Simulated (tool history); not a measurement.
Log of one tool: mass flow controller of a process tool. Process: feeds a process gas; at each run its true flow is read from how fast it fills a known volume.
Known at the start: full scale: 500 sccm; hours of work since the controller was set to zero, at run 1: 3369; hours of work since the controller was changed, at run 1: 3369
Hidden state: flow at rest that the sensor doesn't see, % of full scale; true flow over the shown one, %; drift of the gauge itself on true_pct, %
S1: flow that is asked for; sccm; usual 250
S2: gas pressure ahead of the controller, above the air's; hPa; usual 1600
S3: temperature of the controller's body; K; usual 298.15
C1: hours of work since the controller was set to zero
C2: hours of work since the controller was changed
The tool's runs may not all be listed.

{"run": 1, "hour": 0.0, "S1": 250, "S2": 1600, "S3": 298.15, "C1": 3369, "C2": 3369, "true flow (%)": 99.44}
{"run": 2, "hour": 155.7, "S1": 250, "S2": 2230, "S3": 298.15, "C1": 3492, "C2": 3492, "true flow (%)": 99.06}
{"run": 3, "hour": 312.9, "S1": 250, "S2": 1600, "S3": 298.15, "C1": 3616, "C2": 3616, "true flow (%)": 99.34}
{"run": 4, "hour": 387.1, "S1": 250, "S2": 1600, "S3": 298.15, "C1": 3674, "C2": 3674, "true flow (%)": 99.37}
{"run": 5, "hour": 462.6, "S1": 250, "S2": 1600, "S3": 298.15, "C1": 3734, "C2": 3734, "true flow (%)": 99.35}
{"run": 6, "hour": 610.5, "S1": 250, "S2": 1600, "S3": 298.15, "C1": 3851, "C2": 3851, "true flow (%)": 99.23}
{"run": 7, "hour": 713.7, "S1": 250, "S2": 1600, "S3": 298.15, "C1": 3933, "C2": 3933, "true flow (%)": 99.44}
{"run": 8, "hour": 814.3, "S1": 250, "S2": 1600, "S3": 298.15, "C1": 4012, "C2": 4012, "true flow (%)": 99.47}
{"run": 9, "hour": 910.3, "S1": 250, "S2": 1600, "S3": 298.15, "C1": 4088, "C2": 4088, "true flow (%)": 99.44}
{"run": 10, "hour": 1036.7, "S1": 263, "S2": 1600, "S3": 298.15, "C1": 4188, "C2": 4188, "true flow (%)": 99.53}
{"run": 11, "hour": 1201.9, "S1": 263, "S2": 1600, "S3": 298.15, "C1": 4318, "C2": 4318, "true flow (%)": 99.62}
{"run": 12, "hour": 1374.7, "S1": 250, "S2": 2060, "S3": 298.15, "C1": 4455, "C2": 4455, "true flow (%)": 99.19}
{"run": 13, "hour": 1475.8, "S1": 250, "S2": 2060, "S3": 298.15, "C1": 4535, "C2": 4535, "true flow (%)": 99.15}
{"run": 14, "hour": 1567.7, "S1": 389, "S2": 1600, "S3": 298.15, "C1": 4607, "C2": 4607, "true flow (%)": 100.51}
{"run": 15, "hour": 1730.8, "S1": 389, "S2": 1600, "S3": 298.15, "C1": 4736, "C2": 4736, "true flow (%)": 100.66}
{"run": 16, "hour": 1832.4, "S1": 250, "S2": 2550, "S3": 298.15, "C1": 4817, "C2": 4817, "true flow (%)": 98.78}
{"run": 17, "hour": 1943.0, "S1": 250, "S2": 2550, "S3": 298.15, "C1": 4904, "C2": 4904, "true flow (%)": 98.78}
{"run": 18, "hour": 2076.0, "S1": 250, "S2": 2550, "S3": 298.15, "C1": 5009, "C2": 5009, "true flow (%)": 98.84}
{"run": 19, "hour": 2166.4, "S1": 250, "S2": 2550, "S3": 298.15, "C1": 5081, "C2": 5081, "true flow (%)": 98.91}
{"run": 20, "hour": 2239.5, "S1": 250, "S2": 2550, "S3": 298.15, "C1": 5138, "C2": 5138, "true flow (%)": 98.91}
{"run": 21, "hour": 2349.0, "S1": 250, "S2": 2550, "S3": 298.15, "C1": 5225, "C2": 5225, "true flow (%)": 98.82}
{"run": 22, "hour": 2449.6, "S1": 250, "S2": 2550, "S3": 298.15, "C1": 5304, "C2": 5304, "true flow (%)": 98.86}
{"run": 23, "hour": 2544.8, "S1": 250, "S2": 2550, "S3": 298.15, "C1": 5380, "C2": 5380, "true flow (%)": 98.87}
{"run": 24, "hour": 2671.7, "S1": 87, "S2": 2550, "S3": 298.15, "C1": 5480, "C2": 5480, "true flow (%)": 95.51}
{"run": 25, "hour": 2837.1, "S1": 87, "S2": 2550, "S3": 294.15, "C1": 5611, "C2": 5611, "true flow (%)": 95.76}
{"run": 26, "hour": 2972.2, "S1": 250, "S2": 2060, "S3": 309.15, "C1": 5717, "C2": 5717, "true flow (%)": 98.61}
{"run": 27, "hour": 3112.2, "S1": 250, "S2": 2130, "S3": 308.15, "C1": 5828, "C2": 5828, "true flow (%)": 98.7}
{"run": 28, "hour": 3222.8, "S1": 250, "S2": 2130, "S3": 308.15, "C1": 5915, "C2": 5915, "true flow (%)": 98.72}
{"run": 29, "hour": 3330.6, "S1": 250, "S2": 2130, "S3": 300.15, "C1": 6001, "C2": 6001, "true flow (%)": 99.16}
{"run": 30, "hour": 3480.7, "S1": 250, "S2": 2130, "S3": 300.15, "C1": 6119, "C2": 6119, "true flow (%)": 99.16}
{"run": 31, "hour": 3610.1, "S1": 250, "S2": 2130, "S3": 300.15, "C1": 6222, "C2": 6222, "true flow (%)": 99.15}
{"run": 32, "hour": 3680.8, "S1": 250, "S2": 2130, "S3": 300.15, "C1": 6277, "C2": 6277, "true flow (%)": 99.11}
{"run": 33, "hour": 3846.0, "S1": 250, "S2": 2130, "S3": 300.15, "C1": 6408, "C2": 6408, "true flow (%)": 99.24}
{"run": 34, "hour": 3941.4, "S1": 75, "S2": 2130, "S3": 305.15, "C1": 6483, "C2": 6483, "true flow (%)": 94.27}
{"run": 35, "hour": 4066.7, "S1": 75, "S2": 2130, "S3": 305.15, "C1": 6582, "C2": 6582, "true flow (%)": 94.47}
{"run": 36, "hour": 4149.8, "S1": 162, "S2": 2130, "S3": 297.15, "C1": 6648, "C2": 6648, "true flow (%)": 98.1}
{"run": 37, "hour": 4231.1, "S1": 98, "S2": 2320, "S3": 297.15, "C1": 6712, "C2": 6712, "true flow (%)": 95.93}
{"run": 38, "hour": 4325.0, "S1": 184, "S2": 2070, "S3": 298.15, "C1": 6786, "C2": 6786, "true flow (%)": 98.43}
{"run": 39, "hour": 4498.9, "S1": 184, "S2": 2070, "S3": 298.15, "C1": 6924, "C2": 6924, "true flow (%)": 98.43}
{"run": 40, "hour": 4659.5, "S1": 184, "S2": 2070, "S3": 298.15, "C1": 7051, "C2": 7051, "true flow (%)": 98.53}
{"run": 41, "hour": 4821.7, "S1": 174, "S2": 2770, "S3": 306.15, "C1": 7179, "C2": 7179, "true flow (%)": 97.3}
{"run": 42, "hour": 4936.3, "S1": 174, "S2": 2770, "S3": 306.15, "C1": 7270, "C2": 7270, "true flow (%)": 97.57}
{"run": 43, "hour": 5057.7, "S1": 174, "S2": 1780, "S3": 306.15, "C1": 7365, "C2": 7365, "true flow (%)": 98.07}
{"run": 44, "hour": 5149.8, "S1": 456, "S2": 1780, "S3": 299.15, "C1": 7438, "C2": 7438, "true flow (%)": 101.56}
{"run": 45, "hour": 5293.5, "S1": 198, "S2": 1780, "S3": 313.15, "C1": 7552, "C2": 7552, "true flow (%)": 98.25}
{"run": 46, "hour": 5400.8, "S1": 198, "S2": 1780, "S3": 313.15, "C1": 7637, "C2": 7637, "true flow (%)": 98.18}
{"hour": 5413.1, "done": "controller's zero set anew"}
{"run": 47, "hour": 5553.4, "S1": 250, "S2": 1600, "S3": 309.15, "C1": 111, "C2": 7757, "true flow (%)": 100.97}

Forecast each of these 5 alternatives for the next run:
{"hour": 5678.0, "done": "controller exchanged for a calibrated one"}
{"run": "A", "hour": 5728.4, "S1": 116, "S2": 2590, "S3": 295.15, "C1": 40, "C2": 40, "true flow (%)": "?"}
{"hour": 5678.0, "done": "controller exchanged for a calibrated one"}
{"run": "B", "hour": 5728.4, "S1": 250, "S2": 1760, "S3": 296.15, "C1": 40, "C2": 40, "true flow (%)": "?"}
{"hour": 5678.0, "done": "controller exchanged for a calibrated one"}
{"run": "C", "hour": 5728.4, "S1": 65, "S2": 1600, "S3": 309.15, "C1": 40, "C2": 40, "true flow (%)": "?"}
{"hour": 5678.0, "done": "controller exchanged for a calibrated one"}
{"run": "D", "hour": 5728.4, "S1": 250, "S2": 2300, "S3": 298.15, "C1": 40, "C2": 40, "true flow (%)": "?"}
{"hour": 5678.0, "done": "controller exchanged for a calibrated one"}
{"run": "E", "hour": 5728.4, "S1": 250, "S2": 2410, "S3": 309.15, "C1": 40, "C2": 40, "true flow (%)": "?"}

run=A true_flow_(%)=97.69
run=B true_flow_(%)=98.99
run=C true_flow_(%)=97.3
run=D true_flow_(%)=98.51
run=E true_flow_(%)=97.82
Without the tool's hidden state the same runs would have given:
run=A true_flow_(%)=97.75
run=B true_flow_(%)=99.04
run=C true_flow_(%)=97.39
run=D true_flow_(%)=98.56
run=E true_flow_(%)=97.86
